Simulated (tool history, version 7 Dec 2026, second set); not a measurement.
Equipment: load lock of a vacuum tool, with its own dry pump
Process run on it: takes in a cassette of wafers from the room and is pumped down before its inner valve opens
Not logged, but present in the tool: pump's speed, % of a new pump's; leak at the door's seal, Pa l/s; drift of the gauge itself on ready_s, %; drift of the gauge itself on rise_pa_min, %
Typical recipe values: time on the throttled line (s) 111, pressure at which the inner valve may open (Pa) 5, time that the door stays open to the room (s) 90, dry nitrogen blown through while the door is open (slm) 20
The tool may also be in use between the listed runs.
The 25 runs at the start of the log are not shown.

| run | day | time on the throttled line (s) | pressure at which the inner valve may open (Pa) | time that the door stays open to the room (s) | dry nitrogen blown through while the door is open (slm) | hours that the pump has run since its overhaul | times that the door has closed on its seal | incoming humidity of the room's air, % | time from the closed door until the inner valve may open (s) | rise of the pressure with all valves shut (Pa/min) |
|---|---|---|---|---|---|---|---|---|---|---|
| 26 | 68.971 | 111 | 5 | 71 | 20 | 6099 | 13589 | 47.2 | 176.1 | 0.104 |
| 27 | 71.746 | 143 | 5 | 52 | 20 | 6165 | 13903 | 47 | 207.8 | 0.098 |
| 28 | 75.871 | 195 | 7 | 210 | 27 | 6264 | 14369 | 45.8 | 249 | 0.119 |
| 29 | 78.121 | 114 | 4 | 50 | 20 | 6318 | 14623 | 45.2 | 181.4 | 0.095 |
| 30 | 81.454 | 137 | 6 | 157 | 16 | 6398 | 14999 | 46.6 | 200.2 | 0.128 |
| 31 | 83.642 | 137 | 6 | 157 | 28 | 6451 | 15246 | 44.1 | 198.7 | 0.115 |
| 32 | 87.133 | 111 | 4 | 90 | 8 | 6535 | 15641 | 45 | 180.8 | 0.131 |
| 33 | 89.567 | 111 | 4 | 90 | 8 | 6593 | 15916 | 43.3 | 180.7 | 0.129 |

Estimate the outcome of run 34 from the log above:
| 34 | 93.062 | 184 | 4 | 114 | 27 | 6677 | 16310 | 46 | ? | ? |

Run 34 produced time from the closed door until the inner valve may open (s) 242.3, rise of the pressure with all valves shut (Pa/min) 0.122.
Minus the tool's unlogged condition, the same run would have read time from the closed door until the inner valve may open (s) 236.6, rise of the pressure with all valves shut (Pa/min) 0.051.
